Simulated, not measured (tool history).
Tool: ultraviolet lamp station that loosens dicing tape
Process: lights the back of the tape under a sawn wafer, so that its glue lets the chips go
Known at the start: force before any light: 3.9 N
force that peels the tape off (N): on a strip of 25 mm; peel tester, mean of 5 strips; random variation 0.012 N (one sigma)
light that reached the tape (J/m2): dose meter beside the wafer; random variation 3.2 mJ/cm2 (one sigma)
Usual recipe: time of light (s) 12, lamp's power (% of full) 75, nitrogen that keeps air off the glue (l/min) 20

| run | hour | time of light (s) | lamp's power (% of full) | nitrogen that keeps air off the glue (l/min) | force that peels the tape off (N) | light that reached the tape (J/m2) |
|---|---|---|---|---|---|---|
| 1 | 0.0 | 12 | 75 | 20 | 0.565 | 5060 |
| 2 | 11.9 | 12 | 75 | 20 | 0.556 | 5110 |
| 3 | 20.3 | 12 | 64 | 20 | 0.731 | 4310 |
| 4 | 27.8 | 12 | 64 | 20 | 0.709 | 4300 |
| 5 | 42.7 | 12 | 64 | 20 | 0.738 | 4280 |
| 6 | 57.9 | 12 | 64 | 20 | 0.714 | 4280 |
| 7 | 70.9 | 12 | 64 | 20 | 0.719 | 4280 |
| 8 | 80.3 | 12 | 89 | 20 | 0.412 | 5950 |
| 9 | 92.5 | 12 | 89 | 20 | 0.447 | 5970 |
| 10 | 99.6 | 12 | 89 | 20 | 0.423 | 5900 |
| 11 | 106.6 | 12 | 75 | 20 | 0.540 | 5070 |
| 12 | 117.4 | 12 | 75 | 20 | 0.611 | 5090 |
| 13 | 131.6 | 12 | 75 | 20 | 0.559 | 5020 |
| 14 | 139.9 | 12 | 75 | 20 | 0.585 | 5070 |
| 15 | 153.2 | 16 | 75 | 20 | 0.372 | 6740 |
| 16 | 167.0 | 12 | 89 | 20 | 0.433 | 6050 |
| 17 | 176.4 | 13 | 89 | 20 | 0.379 | 6520 |
| 18 | 185.1 | 13 | 89 | 11 | 0.509 | 6520 |
| 19 | 199.7 | 12 | 75 | 20 | 0.564 | 5060 |
| 20 | 206.5 | 12 | 79 | 20 | 0.510 | 5340 |
| 21 | 221.1 | 12 | 79 | 20 | 0.507 | 5310 |
| 22 | 235.8 | 12 | 79 | 20 | 0.506 | 5370 |
| 23 | 248.4 | 11 | 69 | 20 | 0.728 | 4230 |
| 24 | 257.6 | 11 | 90 | 20 | 0.478 | 5570 |
| 25 | 267.5 | 11 | 90 | 20 | 0.484 | 5590 |
| 26 | 276.5 | 7 | 75 | 10 | 1.480 | 2950 |
| 27 | 283.6 | 7 | 75 | 10 | 1.469 | 2960 |
| 28 | 298.3 | 7 | 75 | 10 | 1.489 | 2950 |
| 29 | 313.2 | 7 | 76 | 36 | 0.999 | 2990 |
| 30 | 322.0 | 10 | 86 | 24 | 0.573 | 4890 |
| 31 | 330.2 | 6 | 86 | 7 | 1.608 | 2880 |
| 32 | 340.7 | 6 | 61 | 10 | 1.955 | 2050 |
| 33 | 356.5 | 20 | 61 | 8 | 0.549 | 6860 |
| 34 | 370.4 | 11 | 96 | 20 | 0.439 | 5900 |
| 35 | 385.5 | 7 | 75 | 7 | 1.695 | 2950 |

What does the tool deliver on the next run?
| 36 | 392.0 | 12 | 75 | 8 | ? | ? |

force that peels the tape off (N): 0.890
light that reached the tape (J/m2): 5010
Without the tool's hidden state the same run would have given force that peels the tape off (N) 0.887, light that reached the tape (J/m2) 5030.

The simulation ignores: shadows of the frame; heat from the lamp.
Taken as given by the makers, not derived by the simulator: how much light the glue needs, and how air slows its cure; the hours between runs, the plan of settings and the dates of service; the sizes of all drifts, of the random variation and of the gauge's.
